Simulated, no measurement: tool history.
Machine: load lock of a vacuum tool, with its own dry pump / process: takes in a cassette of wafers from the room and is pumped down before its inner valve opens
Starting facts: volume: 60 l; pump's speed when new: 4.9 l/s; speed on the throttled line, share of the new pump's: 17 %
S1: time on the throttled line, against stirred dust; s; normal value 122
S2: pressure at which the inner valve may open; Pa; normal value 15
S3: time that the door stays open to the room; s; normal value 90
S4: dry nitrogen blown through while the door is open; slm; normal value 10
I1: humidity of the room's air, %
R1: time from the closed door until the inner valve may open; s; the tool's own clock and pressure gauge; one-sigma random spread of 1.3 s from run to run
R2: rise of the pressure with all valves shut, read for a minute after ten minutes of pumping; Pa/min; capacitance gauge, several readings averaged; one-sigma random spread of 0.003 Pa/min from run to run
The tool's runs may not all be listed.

run	hour	S1	S2	S3	S4	I1	R1	R2
1	0	122	15	90	10	49.9	219.5	0.043
2	220.2	122	15	90	10	40.9	220.5	0.041
3	321.4	122	15	90	10	45.2	221.3	0.045
4	498.1	122	15	90	10	41.9	220.9	0.045
5	644	122	15	90	10	43	220.8	0.052
6	852.8	122	15	90	10	47.7	220.6	0.055
7	954.6	122	15	90	10	47.6	222.4	0.049
8	1092.1	188	13	28	10	46.6	276.9	0.042
9	1210.7	209	13	158	20	41.2	295.3	0.054
10	1317.5	209	20	44	20	43.9	289.9	0.042
11	1475.8	209	19	44	20	47.8	289.3	0.043
12	1586.3	122	15	40	34	42.7	223.5	0.038
13	1834.7	169	15	40	29	41.6	259.6	0.034
14	2021.7	169	15	40	29	45.5	260.7	0.047

Results per run with the tool's hidden condition removed, run-to-run variation unchanged:
Hidden state present: pump's speed, % of a new pump's; leak at the door's seal, Pa l/s; drift of the gauge itself on ready_s, %; drift of the gauge itself on rise_pa_min, %.
run	R1	R2
1	208.5	0.031
2	209.2	0.028
3	209.9	0.031
4	209.3	0.029
5	209.1	0.035
6	208.7	0.035
7	210.4	0.029
8	266.1	0.021
9	284.8	0.032
10	280	0.018
11	279.3	0.019
12	210.8	0.012
13	247.9	0.006
14	248.8	0.016

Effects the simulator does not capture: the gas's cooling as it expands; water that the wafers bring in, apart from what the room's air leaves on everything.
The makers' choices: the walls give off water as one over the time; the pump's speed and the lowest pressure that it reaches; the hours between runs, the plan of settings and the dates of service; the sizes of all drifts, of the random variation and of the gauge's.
